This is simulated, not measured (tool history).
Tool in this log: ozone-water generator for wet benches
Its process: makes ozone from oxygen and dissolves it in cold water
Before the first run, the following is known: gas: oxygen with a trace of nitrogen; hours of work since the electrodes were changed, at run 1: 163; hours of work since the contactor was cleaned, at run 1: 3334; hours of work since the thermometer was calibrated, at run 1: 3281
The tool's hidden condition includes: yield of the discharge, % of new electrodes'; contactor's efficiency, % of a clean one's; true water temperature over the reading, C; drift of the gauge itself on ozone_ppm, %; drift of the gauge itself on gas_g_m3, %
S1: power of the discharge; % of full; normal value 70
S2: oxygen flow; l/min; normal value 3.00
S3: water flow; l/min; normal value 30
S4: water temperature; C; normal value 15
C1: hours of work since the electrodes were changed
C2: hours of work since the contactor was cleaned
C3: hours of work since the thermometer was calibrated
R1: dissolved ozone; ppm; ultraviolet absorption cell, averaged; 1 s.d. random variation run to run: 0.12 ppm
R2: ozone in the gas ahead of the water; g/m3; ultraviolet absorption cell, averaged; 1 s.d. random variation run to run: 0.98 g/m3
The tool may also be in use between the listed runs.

run 1 day=0.000 | S1=70 S2=3.00 S3=30 S4=15 | C1=163 C2=3334 C3=3281 | R1=10.9 R2=168.1
run 2 day=0.917 | S1=70 S2=3.00 S3=43 S4=15 | C1=185 C2=3356 C3=3302 | R1=7.4 R2=168.3
run 3 day=1.929 | S1=70 S2=3.00 S3=43 S4=15 | C1=208 C2=3379 C3=3326 | R1=7.3 R2=168.7
run 4 day=3.058 | S1=70 S2=3.00 S3=43 S4=15 | C1=234 C2=3405 C3=3352 | R1=7.4 R2=170.1
run 5 day=4.112 | S1=70 S2=3.00 S3=43 S4=17 | C1=258 C2=3429 C3=3376 | R1=7.3 R2=168.2
run 6 day=4.771 | S1=70 S2=3.00 S3=30 S4=15 | C1=273 C2=3444 C3=3391 | R1=11.2 R2=168.6
run 7 day=6.179 | S1=70 S2=3.00 S3=30 S4=15 | C1=306 C2=3477 C3=3424 | R1=10.8 R2=169.0
run 8 day=7.529 | S1=70 S2=3.00 S3=30 S4=15 | C1=337 C2=3508 C3=3455 | R1=10.9 R2=168.4
run 9 day=8.792 | S1=57 S2=3.00 S3=30 S4=15 | C1=366 C2=3537 C3=3484 | R1=9.2 R2=142.6
run 10 day=9.517 | S1=70 S2=3.00 S3=30 S4=15 | C1=383 C2=3554 C3=3500 | R1=11.0 R2=167.2
run 11 day=10.200 | S1=70 S2=3.00 S3=30 S4=15 | C1=398 C2=3569 C3=3516 | R1=10.9 R2=166.6
run 12 day=11.562 | S1=70 S2=4.45 S3=30 S4=15 | C1=430 C2=3601 C3=3548 | R1=12.7 R2=144.6
run 13 day=12.558 | S1=70 S2=4.15 S3=26 S4=15 | C1=453 C2=3624 C3=3571 | R1=14.2 R2=145.7
run 14 day=13.750 | S1=70 S2=4.15 S3=26 S4=15 | C1=480 C2=3651 C3=3598 | R1=14.3 R2=146.7
run 15 day=15.050 | S1=99 S2=2.29 S3=25 S4=11 | C1=510 C2=3681 C3=3628 | R1=15.4 R2=237.7
run 16 day=16.058 | S1=93 S2=2.58 S3=22 S4=9 | C1=533 C2=3704 C3=3651 | R1=18.1 R2=216.7
run 17 day=17.633 | S1=70 S2=2.20 S3=30 S4=19 | C1=570 C2=3741 C3=3687 | R1=9.4 R2=185.8
run 18 day=18.462 | S1=84 S2=3.00 S3=30 S4=15 | C1=589 C2=3760 C3=3707 | R1=12.6 R2=190.4
-- day=19.529 water thermometer calibrated
run 19 day=19.804 | S1=54 S2=3.00 S3=30 S4=9 | C1=619 C2=3790 C3=6 | R1=9.2 R2=136.2
run 20 day=20.792 | S1=53 S2=3.26 S3=28 S4=15 | C1=642 C2=3813 C3=29 | R1=9.9 R2=130.6
run 21 day=22.246 | S1=53 S2=3.26 S3=28 S4=15 | C1=675 C2=3846 C3=63 | R1=9.9 R2=130.7
run 22 day=22.908 | S1=53 S2=3.26 S3=28 S4=15 | C1=691 C2=3862 C3=78 | R1=9.7 R2=130.9
run 23 day=23.829 | S1=53 S2=3.26 S3=28 S4=15 | C1=712 C2=3883 C3=99 | R1=9.9 R2=132.3

Here are 4 independent what-if runs from the current tool condition. What would each one return?
run A day=25.404 | S1=53 S2=1.61 S3=28 S4=8 | C1=748 C2=3919 C3=135 | R1=? R2=?
run B day=25.404 | S1=70 S2=4.60 S3=30 S4=15 | C1=748 C2=3919 C3=135 | R1=? R2=?
run C day=25.404 | S1=61 S2=3.06 S3=23 S4=15 | C1=748 C2=3919 C3=135 | R1=? R2=?
run D day=25.404 | S1=53 S2=2.78 S3=38 S4=22 | C1=748 C2=3919 C3=135 | R1=? R2=?

run=A R1=7.4 R2=166.9
run=B R1=12.7 R2=141.7
run=C R1=13.0 R2=147.5
run=D R1=6.6 R2=139.2
What these runs would have given with no unlogged condition in the tool:
run=A R1=7.4 R2=171.0
run=B R1=12.7 R2=145.2
run=C R1=13.0 R2=151.2
run=D R1=6.6 R2=142.6

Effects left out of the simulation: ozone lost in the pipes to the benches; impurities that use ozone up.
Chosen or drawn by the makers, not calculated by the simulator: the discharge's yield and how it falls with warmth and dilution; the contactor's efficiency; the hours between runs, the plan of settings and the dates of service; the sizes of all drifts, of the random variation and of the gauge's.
